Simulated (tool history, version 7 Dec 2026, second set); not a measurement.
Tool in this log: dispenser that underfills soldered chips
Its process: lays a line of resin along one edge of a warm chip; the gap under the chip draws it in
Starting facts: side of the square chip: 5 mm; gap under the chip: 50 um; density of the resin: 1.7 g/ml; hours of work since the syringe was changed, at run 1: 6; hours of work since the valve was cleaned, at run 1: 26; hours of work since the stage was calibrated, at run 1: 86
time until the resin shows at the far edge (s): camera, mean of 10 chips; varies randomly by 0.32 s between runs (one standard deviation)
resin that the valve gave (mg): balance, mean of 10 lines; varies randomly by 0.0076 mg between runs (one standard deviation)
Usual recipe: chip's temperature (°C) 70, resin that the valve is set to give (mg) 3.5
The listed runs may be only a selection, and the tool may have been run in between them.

run  hour  chip's temperature (°C)  resin that the valve is set to give (mg)  hours of work since the syringe was changed  hours of work since the valve was cleaned  hours of work since the stage was calibrated  time until the resin shows at the far edge (s)  resin that the valve gave (mg)
  1     0                       70                                       3.5                                            6                                         26                                            86                                            15.4                           3.422
  2   3.1                       70                                       3.5                                            8                                         29                                            89                                            17.9                            3.42
      5.9  -- new syringe of resin
  3   8.9                       56                                       3.5                                            2                                         33                                            93                                            19.1                            3.39
  4  12.3                       56                                       3.5                                            5                                         36                                            96                                            22.4                           3.387
  5  15.3                       56                                       3.5                                            7                                         38                                            98                                            26.8                           3.386
     19.3  -- new syringe of resin
  6    20                       56                                       3.5                                            1                                         42                                           102                                            16.7                           3.354
     24.8  -- dispensing valve cleaned and set on the balance
  7  25.1                       56                                       3.5                                            4                                          0                                           105                                            20.2                           3.493
  8  27.8                       61                                       3.5                                            6                                          2                                           107                                              20                            3.49
  9    33                       70                                      3.26                                           10                                          6                                           111                                            20.1                           3.241

Run 10 comes next. What will it give?
     33.8  -- new syringe of resin
 10  35.9                       56                                       3.5                                            2                                          9                                           113                                               ?                               ?

{"run 10": {"time until the resin shows at the far edge (s)": 16.8, "resin that the valve gave (mg)": 3.458}}
Had the tool carried no hidden state, the very same run would have given time until the resin shows at the far edge (s) 15.2, resin that the valve gave (mg) 3.487.
